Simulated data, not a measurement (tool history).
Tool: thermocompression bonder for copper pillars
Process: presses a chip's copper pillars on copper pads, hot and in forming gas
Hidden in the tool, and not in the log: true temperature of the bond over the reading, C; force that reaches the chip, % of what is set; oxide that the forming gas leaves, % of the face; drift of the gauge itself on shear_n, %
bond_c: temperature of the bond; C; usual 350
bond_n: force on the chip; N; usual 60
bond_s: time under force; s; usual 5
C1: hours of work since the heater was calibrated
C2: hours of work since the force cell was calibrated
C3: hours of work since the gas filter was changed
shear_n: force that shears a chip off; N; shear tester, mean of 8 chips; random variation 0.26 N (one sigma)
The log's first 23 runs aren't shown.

run 24 hour=179 | bond_c=377 bond_n=65 bond_s=6 | C1=203 C2=216 C3=289 | shear_n=70.8
run 25 hour=185 | bond_c=346 bond_n=65 bond_s=6 | C1=206 C2=219 C3=292 | shear_n=58.7
run 26 hour=190.3 | bond_c=346 bond_n=41 bond_s=5 | C1=209 C2=221 C3=294 | shear_n=35.8
run 27 hour=199.2 | bond_c=346 bond_n=41 bond_s=5 | C1=213 C2=226 C3=299 | shear_n=35.9
run 28 hour=209.1 | bond_c=350 bond_n=54 bond_s=5 | C1=218 C2=230 C3=304 | shear_n=48.2
run 29 hour=217.5 | bond_c=350 bond_n=60 bond_s=10 | C1=222 C2=235 C3=308 | shear_n=65.7
run 30 hour=222.5 | bond_c=350 bond_n=60 bond_s=10 | C1=225 C2=237 C3=310 | shear_n=66.2
run 31 hour=233.1 | bond_c=350 bond_n=60 bond_s=10 | C1=230 C2=242 C3=315 | shear_n=65.6
run 32 hour=242.3 | bond_c=350 bond_n=60 bond_s=10 | C1=234 C2=247 C3=320 | shear_n=65.6
run 33 hour=253.2 | bond_c=378 bond_n=64 bond_s=5 | C1=240 C2=252 C3=325 | shear_n=66.6
run 34 hour=258.4 | bond_c=378 bond_n=64 bond_s=5 | C1=242 C2=255 C3=328 | shear_n=67.2
run 35 hour=267 | bond_c=360 bond_n=64 bond_s=5 | C1=247 C2=259 C3=332 | shear_n=59.6
run 36 hour=277.3 | bond_c=366 bond_n=81 bond_s=7 | C1=252 C2=264 C3=337 | shear_n=78.8
run 37 hour=285.7 | bond_c=378 bond_n=63 bond_s=5 | C1=256 C2=268 C3=341 | shear_n=66.3
run 38 hour=292.6 | bond_c=374 bond_n=53 bond_s=5 | C1=259 C2=271 C3=345 | shear_n=56.4
run 39 hour=299.9 | bond_c=374 bond_n=78 bond_s=12 | C1=263 C2=275 C3=348 | shear_n=88.8

Forecast each of these 5 alternatives for the next run:
run A hour=309.2 | bond_c=374 bond_n=88 bond_s=9 | C1=267 C2=280 C3=353 | shear_n=?
run B hour=309.2 | bond_c=323 bond_n=58 bond_s=3 | C1=267 C2=280 C3=353 | shear_n=?
run C hour=309.2 | bond_c=350 bond_n=51 bond_s=5 | C1=267 C2=280 C3=353 | shear_n=?
run D hour=309.2 | bond_c=356 bond_n=78 bond_s=4 | C1=267 C2=280 C3=353 | shear_n=?
run E hour=309.2 | bond_c=320 bond_n=60 bond_s=7 | C1=267 C2=280 C3=353 | shear_n=?

run=A shear_n=88.5
run=B shear_n=33.6
run=C shear_n=45.7
run=D shear_n=63.1
run=E shear_n=46.3
Without the tool's hidden state the same runs would have given:
run=A shear_n=91.3
run=B shear_n=35.3
run=C shear_n=47.7
run=D shear_n=65.6
run=E shear_n=48.5
